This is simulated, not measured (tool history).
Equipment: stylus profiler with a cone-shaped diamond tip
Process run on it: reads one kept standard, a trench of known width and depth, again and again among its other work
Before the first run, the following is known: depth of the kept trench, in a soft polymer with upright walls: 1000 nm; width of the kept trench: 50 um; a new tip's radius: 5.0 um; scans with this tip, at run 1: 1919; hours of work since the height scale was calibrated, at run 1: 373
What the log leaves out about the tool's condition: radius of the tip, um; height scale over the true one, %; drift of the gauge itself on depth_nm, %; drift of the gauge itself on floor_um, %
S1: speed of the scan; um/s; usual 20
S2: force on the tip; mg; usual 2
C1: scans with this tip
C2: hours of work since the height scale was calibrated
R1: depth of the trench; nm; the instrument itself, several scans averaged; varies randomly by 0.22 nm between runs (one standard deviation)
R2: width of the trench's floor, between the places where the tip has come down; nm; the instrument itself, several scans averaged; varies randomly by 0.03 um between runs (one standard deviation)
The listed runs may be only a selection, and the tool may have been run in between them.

run   hour  S1    S2    C1   C2       R1     R2
  1      0  20     2  1919  373   1007.1  43650
  2   33.5  15     2  1993  388  1006.99  43690
  3   60.7  15     2  2054  400     1007  43620
  4   89.9  15     2  2119  412  1006.59  43650
  5  116.3  15     2  2178  424  1007.47  43560
  6  138.7  15     2  2228  434  1007.53  43600
  7  167.3  15     2  2292  446   1007.2  43530
     171.2  -- height scale calibrated on a step standard
  8  185.8   5  1.26  2333    6   1006.2  43600
  9  201.3  13  1.16  2367   13  1006.08  43490
 10  230.4  13  1.16  2432   26  1006.26  43470
 11  264.7  13  1.16  2509   41  1006.25  43550
 12  296.1  43  3.39  2579   54  1010.14  43450
 13  325.8  43  3.39  2645   67  1009.99  43450
 14  349.2  26  1.04  2697   77   1006.2  43460

What if the next run were any one of these 5? Each begins from the tool's condition after run 14:
     366.7  -- height scale calibrated on a step standard, once more
  A  378.9  14  1.25  2763   5   ?   ?
     366.7  -- height scale calibrated on a step standard, once more
  B  378.9  57  1.27  2763   5   ?   ?
     366.7  -- height scale calibrated on a step standard, once more
  C  378.9  10  0.99  2763   5   ?   ?
     366.7  -- height scale calibrated on a step standard, once more
  D  378.9  11  1.33  2763   5   ?   ?
     366.7  -- height scale calibrated on a step standard, once more
  E  378.9  12  1.88  2763   5   ?   ?

run       R1     R2
  A  1003.99  43440
  B  1004.15  43330
  C  1003.75  43510
  D   1004.5  43450
  E  1004.95  43470
With the hidden condition removed and each run's random variation left untouched, the same runs would have given:
run       R1     R2
  A  1003.68  43930
  B  1003.83  43820
  C  1003.44  44000
  D  1004.19  43940
  E  1004.64  43960

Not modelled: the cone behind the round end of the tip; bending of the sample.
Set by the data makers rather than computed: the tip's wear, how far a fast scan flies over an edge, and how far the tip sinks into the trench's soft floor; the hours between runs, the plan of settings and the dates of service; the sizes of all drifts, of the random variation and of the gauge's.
